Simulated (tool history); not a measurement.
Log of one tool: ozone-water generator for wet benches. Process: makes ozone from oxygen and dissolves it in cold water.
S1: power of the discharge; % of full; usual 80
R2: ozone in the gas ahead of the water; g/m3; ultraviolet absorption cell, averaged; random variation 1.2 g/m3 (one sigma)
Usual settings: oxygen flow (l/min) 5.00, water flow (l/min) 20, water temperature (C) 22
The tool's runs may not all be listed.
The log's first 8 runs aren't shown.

Run 9, hour 242.2: usual settings. Result: dissolved ozone (ppm) 17.8, R2 221.5 g/m3.
Run 10, hour 261.8: usual settings but oxygen flow (l/min) 3.48. Result: dissolved ozone (ppm) 17.9, R2 273.4 g/m3.
Run 11, hour 298.6: usual settings but oxygen flow (l/min) 3.48. Result: dissolved ozone (ppm) 17.8, R2 274.5 g/m3.
Run 12, hour 332.0: usual settings but water flow (l/min) 21. Result: dissolved ozone (ppm) 16.9, R2 219.8 g/m3.
Run 13, hour 351.3: usual settings but oxygen flow (l/min) 7.17. Result: dissolved ozone (ppm) 17.1, R2 178.3 g/m3.
Run 14, hour 388.7: usual settings but oxygen flow (l/min) 6.77. Result: dissolved ozone (ppm) 17.2, R2 183.2 g/m3.
Run 15, hour 419.6: usual settings. Result: dissolved ozone (ppm) 17.7, R2 220.7 g/m3.
Run 16, hour 447.4: usual settings. Result: dissolved ozone (ppm) 17.6, R2 220.7 g/m3.
Run 17, hour 466.7: usual settings but oxygen flow (l/min) 2.93, water flow (l/min) 26. Result: dissolved ozone (ppm) 13.9, R2 304.6 g/m3.
Run 18, hour 500.1: usual settings but water flow (l/min) 22. Result: dissolved ozone (ppm) 16.4, R2 218.1 g/m3.
Run 19, hour 530.5: usual settings but oxygen flow (l/min) 3.02. Result: dissolved ozone (ppm) 17.8, R2 300.1 g/m3.
Run 20, hour 553.3: usual settings but S1 82 % of full, water flow (l/min) 17. Result: dissolved ozone (ppm) 20.4, R2 222.6 g/m3.
Run 21, hour 574.6: usual settings but S1 82 % of full, water flow (l/min) 17. Result: dissolved ozone (ppm) 20.3, R2 222.6 g/m3.
Run 22, hour 597.6: usual settings but oxygen flow (l/min) 6.37. Result: dissolved ozone (ppm) 17.0, R2 190.1 g/m3.
Run 23, hour 629.1: usual settings but water flow (l/min) 29. Result: dissolved ozone (ppm) 13.0, R2 217.9 g/m3.
Run 24, hour 672.2: usual settings but water flow (l/min) 29. Result: dissolved ozone (ppm) 12.9, R2 217.5 g/m3.
Run 25, hour 692.0: usual settings but water flow (l/min) 29. Result: dissolved ozone (ppm) 12.6, R2 218.3 g/m3.
Run 26, hour 735.8: usual settings but oxygen flow (l/min) 8.24, water flow (l/min) 27, water temperature (C) 20. Result: dissolved ozone (ppm) 13.5, R2 160.9 g/m3.
Run 27, hour 768.8: usual settings but oxygen flow (l/min) 8.24, water flow (l/min) 27, water temperature (C) 20. Result: dissolved ozone (ppm) 13.6, R2 161.9 g/m3.
Run 28, hour 789.2: usual settings but water flow (l/min) 13. Result: dissolved ozone (ppm) 23.8, R2 217.9 g/m3.
Run 29, hour 835.3: usual settings but water flow (l/min) 24. Result: dissolved ozone (ppm) 15.0, R2 216.5 g/m3.
Run 30, hour 880.7: usual settings but water flow (l/min) 24. Result: dissolved ozone (ppm) 14.9, R2 215.4 g/m3.
Run 31, hour 927.2: usual settings but water flow (l/min) 24, water temperature (C) 15. Result: dissolved ozone (ppm) 16.3, R2 218.4 g/m3.
Run 32, hour 954.0: usual settings but water flow (l/min) 24, water temperature (C) 15. Result: dissolved ozone (ppm) 16.3, R2 214.8 g/m3.

5 ways to go on from here, each from the tool as it stands after run 32. What would each give?
Run A, hour 981.3: usual settings but S1 47 % of full, oxygen flow (l/min) 6.77. Result: dissolved ozone (ppm) ?, R2 ?.
Run B, hour 981.3: usual settings but water flow (l/min) 23. Result: dissolved ozone (ppm) ?, R2 ?.
Run C, hour 981.3: usual settings but S1 69 % of full, oxygen flow (l/min) 4.11, water flow (l/min) 17. Result: dissolved ozone (ppm) ?, R2 ?.
Run D, hour 981.3: usual settings but oxygen flow (l/min) 5.61, water flow (l/min) 24, water temperature (C) 15. Result: dissolved ozone (ppm) ?, R2 ?.
Run E, hour 981.3: usual settings but oxygen flow (l/min) 4.63, water flow (l/min) 22, water temperature (C) 29. Result: dissolved ozone (ppm) ?, R2 ?.

run  dissolved ozone (ppm)     R2
  A                   11.6  124.1
  B                   15.4  216.4
  C                   17.9  218.5
  D                   16.1  200.7
  E                   14.6  229.1
Without the tool's hidden state the same runs would have given:
run  dissolved ozone (ppm)     R2
  A                   12.2  127.5
  B                   16.4  225.7
  C                   19.0  227.0
  D                   17.2  209.4
  E                   15.6  239.0
